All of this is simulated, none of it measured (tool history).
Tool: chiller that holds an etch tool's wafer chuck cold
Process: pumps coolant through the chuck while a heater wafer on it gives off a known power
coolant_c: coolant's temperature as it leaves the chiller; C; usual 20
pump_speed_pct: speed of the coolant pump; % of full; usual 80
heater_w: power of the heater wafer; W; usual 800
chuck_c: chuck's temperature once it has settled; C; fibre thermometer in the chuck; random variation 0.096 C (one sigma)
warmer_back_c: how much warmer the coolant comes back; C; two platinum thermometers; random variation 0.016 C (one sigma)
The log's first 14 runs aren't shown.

run    hour  coolant_c  pump_speed_pct  heater_w  chuck_c  warmer_back_c
      709.7  -- chiller's thermometer calibrated
 15   730.7         20              80       532    23.65           1.24
 16   797.4         20              80       800    25.46            1.8
 17     834         12              80       800    17.53           1.84
 18   865.4         12              80       800    17.77           1.81
 19   900.8         12              99       800    16.52           1.49
 20     961         24              67       966    31.84           2.61
 21  1031.6         16              62       800    23.13           2.34
 22    1079         16              97       800    20.88            1.5
 23  1117.5         21              68      1060    29.46           2.81
 24    1159         21              92       635    24.95           1.24
 25    1224         21              92       635    24.91           1.27
 26    1267         10              80       800    15.54           1.82
 27  1341.5         10              80       800    15.66           1.84
 28  1388.8         10              80       800    15.67           1.83
 29  1439.7         10              80       821    15.79           1.89
 30  1513.8         19              89       800    24.22           1.66
 31  1584.2         22              89       563    25.67           1.15

Forecast each of these 3 alternatives for the next run:
  A  1633.6         20              92       580        ?              ?
  B  1633.6         20              71       683        ?              ?
  C  1633.6         27              71      1119        ?              ?

run  chuck_c  warmer_back_c
  A    23.57           1.16
  B    25.28           1.77
  C    35.73           2.87
Without the tool's hidden state the same runs would have given:
run  chuck_c  warmer_back_c
  A    23.22           1.14
  B    24.75           1.73
  C    34.83           2.81

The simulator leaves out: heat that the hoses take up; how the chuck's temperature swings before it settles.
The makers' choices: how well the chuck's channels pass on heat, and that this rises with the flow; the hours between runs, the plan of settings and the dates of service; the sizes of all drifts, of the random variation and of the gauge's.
